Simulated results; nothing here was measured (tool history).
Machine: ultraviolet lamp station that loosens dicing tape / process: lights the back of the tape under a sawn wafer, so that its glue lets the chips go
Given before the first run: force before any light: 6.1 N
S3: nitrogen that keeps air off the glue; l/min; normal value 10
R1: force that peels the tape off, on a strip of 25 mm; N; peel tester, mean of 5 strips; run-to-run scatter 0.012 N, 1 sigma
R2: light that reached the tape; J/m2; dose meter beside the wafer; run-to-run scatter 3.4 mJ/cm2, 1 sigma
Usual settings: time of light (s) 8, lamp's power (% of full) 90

{"run": 1, "hour": 0.0, "time of light (s)": 8, "lamp's power (% of full)": 90, "S3": 10, "R1": 0.909, "R2": 4340}
{"run": 2, "hour": 59.5, "time of light (s)": 8, "lamp's power (% of full)": 90, "S3": 10, "R1": 0.957, "R2": 4260}
{"run": 3, "hour": 98.2, "time of light (s)": 8, "lamp's power (% of full)": 90, "S3": 13, "R1": 0.884, "R2": 4190}
{"run": 4, "hour": 156.5, "time of light (s)": 8, "lamp's power (% of full)": 90, "S3": 13, "R1": 0.93, "R2": 4110}
{"run": 5, "hour": 217.7, "time of light (s)": 8, "lamp's power (% of full)": 90, "S3": 13, "R1": 0.928, "R2": 3970}
{"hour": 234.5, "done": "window cleaned of glue's vapour"}
{"run": 6, "hour": 272.2, "time of light (s)": 8, "lamp's power (% of full)": 90, "S3": 13, "R1": 1.049, "R2": 3850}
{"run": 7, "hour": 310.7, "time of light (s)": 8, "lamp's power (% of full)": 90, "S3": 13, "R1": 1.049, "R2": 3830}
{"run": 8, "hour": 345.4, "time of light (s)": 5, "lamp's power (% of full)": 90, "S3": 13, "R1": 2.03, "R2": 2370}
{"run": 9, "hour": 382.3, "time of light (s)": 5, "lamp's power (% of full)": 90, "S3": 13, "R1": 2.012, "R2": 2270}
{"run": 10, "hour": 419.3, "time of light (s)": 5, "lamp's power (% of full)": 90, "S3": 13, "R1": 2.033, "R2": 2290}
{"hour": 462.6, "done": "lamp changed"}
{"run": 11, "hour": 482.9, "time of light (s)": 8, "lamp's power (% of full)": 80, "S3": 10, "R1": 1.033, "R2": 4080}
{"hour": 496.2, "done": "window cleaned of glue's vapour, once more"}
{"run": 12, "hour": 547.7, "time of light (s)": 6, "lamp's power (% of full)": 61, "S3": 10, "R1": 1.827, "R2": 2750}
{"run": 13, "hour": 612.2, "time of light (s)": 14, "lamp's power (% of full)": 63, "S3": 10, "R1": 0.407, "R2": 6380}
{"run": 14, "hour": 685.4, "time of light (s)": 8, "lamp's power (% of full)": 84, "S3": 10, "R1": 0.755, "R2": 4800}
{"run": 15, "hour": 736.7, "time of light (s)": 8, "lamp's power (% of full)": 84, "S3": 10, "R1": 0.819, "R2": 4720}

What does the tool deliver on the next run?
{"run": 16, "hour": 773.2, "time of light (s)": 11, "lamp's power (% of full)": 90, "S3": 10, "R1": "?", "R2": "?"}

{"run 16": {"R1": 0.356, "R2": 6820}}
Without the tool's hidden state the same run would have given R1 0.281 N, R2 7570 J/m2.
